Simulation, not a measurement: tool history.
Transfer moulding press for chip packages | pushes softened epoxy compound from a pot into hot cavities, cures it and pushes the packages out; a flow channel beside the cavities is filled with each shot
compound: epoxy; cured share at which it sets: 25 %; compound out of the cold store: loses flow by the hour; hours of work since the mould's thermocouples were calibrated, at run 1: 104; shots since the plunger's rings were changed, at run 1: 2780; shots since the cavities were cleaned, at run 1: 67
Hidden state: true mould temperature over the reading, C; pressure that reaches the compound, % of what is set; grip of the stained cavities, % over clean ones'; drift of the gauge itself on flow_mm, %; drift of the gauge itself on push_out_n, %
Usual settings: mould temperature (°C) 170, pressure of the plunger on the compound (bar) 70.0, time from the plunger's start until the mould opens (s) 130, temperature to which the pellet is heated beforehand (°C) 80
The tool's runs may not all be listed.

run,hour,mould temperature (°C),pressure of the plunger on the compound (bar),time from the plunger's start until the mould opens (s),temperature to which the pellet is heated beforehand (°C),hours of work since the mould's thermocouples were calibrated,shots since the plunger's rings were changed,shots since the cavities were cleaned,incoming compound's hours out of the cold store,length that the compound runs in the flow channel (mm),greatest force on the pins that push the packages out (N)
1,0.0,170,70.0,130,80,104,2780,67,47.1,883,614
2,25.8,165,70.0,130,80,115,2923,210,22.9,990,1090
3,48.8,165,70.0,130,80,124,3051,338,23.5,982,1242
4,72.9,170,61.7,130,80,134,3184,471,47.4,830,926
5,110.5,174,70.0,130,80,149,3393,680,16.1,978,859
# hour 130.1: cavities cleaned with cleaning compound and waxed
6,132.4,170,70.0,121,80,158,3506,13,42.3,891,589
7,156.7,170,70.0,121,80,168,3640,147,44.3,888,740
# hour 169.9: plunger's sealing rings changed
8,182.3,170,70.0,121,80,177,68,275,45.5,909,886
9,203.7,170,70.0,130,80,186,187,394,33.3,956,899
10,231.6,170,70.0,130,80,197,342,549,11.4,1033,982
# hour 274.1: cavities cleaned with cleaning compound and waxed
11,274.1,170,70.0,130,80,214,569,0,27.5,973,534
12,320.4,164,70.0,130,80,232,826,257,35.2,967,1265
13,342.1,170,70.0,127,80,241,946,377,47.3,897,931
14,363.3,170,70.0,127,80,250,1063,494,21.1,992,974
15,385.1,170,78.0,130,82,259,1184,615,38.5,976,985
# hour 417.1: cavities cleaned with cleaning compound and waxed
16,421.7,170,85.8,140,80,273,1379,26,22.4,1091,537
17,459.9,175,85.8,111,80,289,1591,238,14.5,1098,836
18,482.2,175,60.7,134,72,298,1714,361,27.0,879,764
# hour 509.1: mould's thermocouples calibrated
19,525.7,166,70.0,130,84,7,1944,591,32.2,953,1193
20,547.0,166,70.0,130,84,15,2062,709,30.7,962,1254
# hour 561.0: cavities cleaned with cleaning compound and waxed
21,570.7,166,70.0,123,84,24,2185,54,47.8,903,786
22,591.0,166,70.0,123,84,33,2298,167,19.0,998,1014
23,609.6,173,81.0,148,73,40,2401,270,40.6,966,681
24,632.8,173,81.0,148,73,50,2529,398,39.4,968,759
25,655.3,162,70.4,130,80,59,2654,523,28.2,987,1653
26,692.9,162,70.4,130,80,74,2862,731,23.8,1005,1734
# hour 703.5: cavities cleaned with cleaning compound and waxed
27,725.4,175,63.6,130,80,87,3034,121,39.4,850,561
28,747.2,168,70.8,128,70,96,3155,242,34.1,943,924

5 ways to go on from here, each from the tool as it stands after run 28. What would each give?
A,787.4,170,70.0,167,80,112,3378,465,35.0,?,?
B,787.4,166,58.5,130,75,112,3378,465,22.3,?,?
C,787.4,168,70.8,161,70,112,3378,465,47.1,?,?
D,787.4,177,70.8,128,82,112,3378,465,33.6,?,?
E,787.4,165,70.8,128,70,112,3378,465,37.1,?,?

run,length that the compound runs in the flow channel (mm),greatest force on the pins that push the packages out (N)
A,919,826
B,901,1132
C,893,806
D,908,766
E,940,1349
Without the tool's hidden state the same runs would have given:
run,length that the compound runs in the flow channel (mm),greatest force on the pins that push the packages out (N)
A,946,448
B,927,607
C,919,432
D,935,412
E,967,722

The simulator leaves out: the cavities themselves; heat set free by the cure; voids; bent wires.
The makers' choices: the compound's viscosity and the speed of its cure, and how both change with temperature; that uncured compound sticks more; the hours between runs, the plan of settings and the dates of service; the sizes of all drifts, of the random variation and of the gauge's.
